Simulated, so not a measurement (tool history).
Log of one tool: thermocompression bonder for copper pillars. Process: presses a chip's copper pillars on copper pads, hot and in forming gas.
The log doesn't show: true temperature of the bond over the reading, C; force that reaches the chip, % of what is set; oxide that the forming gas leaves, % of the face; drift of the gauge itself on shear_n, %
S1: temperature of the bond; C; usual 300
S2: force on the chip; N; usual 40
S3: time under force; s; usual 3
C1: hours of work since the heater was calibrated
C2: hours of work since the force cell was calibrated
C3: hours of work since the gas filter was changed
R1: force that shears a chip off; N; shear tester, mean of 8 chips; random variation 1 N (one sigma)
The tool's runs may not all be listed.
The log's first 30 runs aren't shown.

{"hour": 1684.7, "done": "force cell calibrated"}
{"hour": 1723.8, "done": "forming gas filter changed"}
{"run": 31, "hour": 1741.2, "S1": 271, "S2": 41, "S3": 3, "C1": 553, "C2": 37, "C3": 11, "R1": 56.2}
{"run": 32, "hour": 1819.1, "S1": 271, "S2": 41, "S3": 3, "C1": 605, "C2": 88, "C3": 63, "R1": 53.4}
{"run": 33, "hour": 1875.3, "S1": 278, "S2": 30, "S3": 3, "C1": 642, "C2": 125, "C3": 100, "R1": 42.4}
{"run": 34, "hour": 1929.6, "S1": 307, "S2": 27, "S3": 6, "C1": 678, "C2": 161, "C3": 136, "R1": 70.9}
{"run": 35, "hour": 1994.6, "S1": 300, "S2": 40, "S3": 3, "C1": 720, "C2": 204, "C3": 179, "R1": 74.1}
{"run": 36, "hour": 2055.7, "S1": 304, "S2": 40, "S3": 2, "C1": 761, "C2": 244, "C3": 219, "R1": 67.4}
{"hour": 2071.4, "done": "forming gas filter changed"}
{"run": 37, "hour": 2101.3, "S1": 288, "S2": 26, "S3": 4, "C1": 790, "C2": 274, "C3": 20, "R1": 47.8}
{"hour": 2166.1, "done": "heater calibrated with a thermocouple chip"}
{"run": 38, "hour": 2170.6, "S1": 310, "S2": 26, "S3": 5, "C1": 3, "C2": 318, "C3": 64, "R1": 74.7}
{"run": 39, "hour": 2206.0, "S1": 300, "S2": 42, "S3": 4, "C1": 26, "C2": 342, "C3": 87, "R1": 92.9}

4 ways to go on from here, each from the tool as it stands after run 39. What would each give?
{"run": "A", "hour": 2282.8, "S1": 300, "S2": 35, "S3": 2, "C1": 77, "C2": 392, "C3": 138, "R1": "?"}
{"run": "B", "hour": 2282.8, "S1": 312, "S2": 26, "S3": 6, "C1": 77, "C2": 392, "C3": 138, "R1": "?"}
{"run": "C", "hour": 2282.8, "S1": 296, "S2": 35, "S3": 3, "C1": 77, "C2": 392, "C3": 138, "R1": "?"}
{"run": "D", "hour": 2282.8, "S1": 291, "S2": 58, "S3": 2, "C1": 77, "C2": 392, "C3": 138, "R1": "?"}

run=A R1=63.8
run=B R1=79.6
run=C R1=67.9
run=D R1=85.8
Without the tool's hidden state the same runs would have given:
run=A R1=68.8
run=B R1=85.5
run=C R1=73.1
run=D R1=92
